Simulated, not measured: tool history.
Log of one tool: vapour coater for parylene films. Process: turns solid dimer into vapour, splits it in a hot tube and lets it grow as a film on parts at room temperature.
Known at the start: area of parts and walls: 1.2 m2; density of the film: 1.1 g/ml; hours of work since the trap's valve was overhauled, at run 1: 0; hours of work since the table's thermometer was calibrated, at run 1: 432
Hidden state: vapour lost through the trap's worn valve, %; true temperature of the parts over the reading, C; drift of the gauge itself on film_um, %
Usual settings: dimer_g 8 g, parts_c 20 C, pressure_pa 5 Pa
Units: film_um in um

run	day	dimer_g	parts_c	pressure_pa	hours of work since the trap's valve was overhauled	hours of work since the table's thermometer was calibrated	film_um
1	0	8	20	5	0	432	2.75
2	2.146	8	20	5	29	461	2.76
3	4.754	8	20	5	64	496	2.76
4	6.608	8	20	5	89	521	2.78
5	8.267	8	20	5	112	543	2.76
6	9.679	8	20	5	131	562	2.71
7	12.283	12	20	2.81	166	598	4.3
8	14.708	7	13	6.09	199	630	3.17
9	16.608	7	13	6.09	224	656	3.17
# day 18.008: trap's valve overhauled
10	18.008	10	13	8.17	0	673	4.71

Measured less the same run without the tool's hidden state. The same run-to-run variation is in both; the gauge's scatter may not be:
run	film_um
1	+0
2	-0.03
3	-0.06
4	-0.08
5	-0.11
6	-0.12
7	-0.25
8	-0.22
9	-0.25
10	+0.06

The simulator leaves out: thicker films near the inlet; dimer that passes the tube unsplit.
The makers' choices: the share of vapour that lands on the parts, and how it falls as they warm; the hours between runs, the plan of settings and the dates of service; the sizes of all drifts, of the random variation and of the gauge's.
